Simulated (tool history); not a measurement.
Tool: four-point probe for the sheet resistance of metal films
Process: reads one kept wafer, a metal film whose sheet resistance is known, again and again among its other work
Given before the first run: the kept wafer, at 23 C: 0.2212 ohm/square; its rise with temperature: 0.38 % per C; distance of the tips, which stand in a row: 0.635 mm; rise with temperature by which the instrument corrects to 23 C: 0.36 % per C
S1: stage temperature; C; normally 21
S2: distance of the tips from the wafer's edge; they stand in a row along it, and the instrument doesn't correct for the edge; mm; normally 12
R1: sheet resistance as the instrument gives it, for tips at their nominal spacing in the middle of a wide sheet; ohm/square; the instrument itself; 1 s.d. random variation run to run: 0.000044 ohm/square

run,day,S1,S2,R1
1,0,21,12,0.221368
2,2.775,21,12,0.221272
3,5.338,21,12,0.221336
4,6.8,29,12,0.221825
5,8.354,24,12,0.221491
6,11.258,24,12,0.221399
7,13.296,21,12,0.221213
8,15.433,21,12,0.2212
9,17.854,21,52,0.220893
10,20.167,21,52,0.220814
11,22.029,21,6,0.222124
12,23.983,21,6,0.222077
13,26.092,21,12,0.221098
14,28.254,21,12,0.221064
15,30.129,21,12,0.221028
16,32.575,21,4,0.223679
17,34.779,21,4,0.223679
18,35.979,21,4,0.223593
19,37.192,29,12,0.221521
# day 37.412: stage's thermometer calibrated
20,38.508,29,12,0.221249
21,40.542,29,12,0.221225
22,41.917,29,12,0.2212
23,44.008,29,12,0.221166
24,45.571,29,12,0.221195
# day 45.971: stage's thermometer calibrated, once more
25,48.417,23,12,0.221319
26,50.204,23,12,0.221352
27,51.938,20,21,0.220916
28,54.025,19,26,0.220776
29,56.092,28,41,0.221301
30,58.517,20,49,0.220766
31,60.817,33,3,0.226776
32,62.242,33,3,0.226742
33,64.804,33,3,0.226658
34,67.192,23,67,0.22091
35,69.25,23,67,0.22075
36,72.062,26,67,0.22092
37,73.617,18,15,0.220747
38,75.133,18,15,0.220623
39,76.921,20,15,0.220893
40,78.175,20,15,0.220796
41,80.85,20,18,0.220688
42,83.021,25,11,0.221263
43,85.017,25,20,0.22087
44,86.862,24,15,0.220898

Per-run results on a tool with no hidden state, each run keeping its own random variation:
Hidden conditions of the tool in this case: inner tips' distance over the nominal, %; tips' flats over new ones', %; wafer's true temperature over the reading, C; drift of the gauge itself on sheet_ohm, %.
run,R1
1,0.221432
2,0.221363
3,0.221452
4,0.221948
5,0.221634
6,0.221569
7,0.221406
8,0.221415
9,0.221131
10,0.221075
11,0.222407
12,0.222379
13,0.221421
14,0.221407
15,0.221389
16,0.224069
17,0.224092
18,0.224019
19,0.221944
20,0.221875
21,0.221872
22,0.22186
23,0.221846
24,0.221891
25,0.221482
26,0.221533
27,0.221115
28,0.220995
29,0.221538
30,0.221027
31,0.227064
32,0.227044
33,0.226987
34,0.221256
35,0.221118
36,0.221315
37,0.221161
38,0.221053
39,0.22134
40,0.221256
41,0.221176
42,0.221772
43,0.221397
44,0.221443
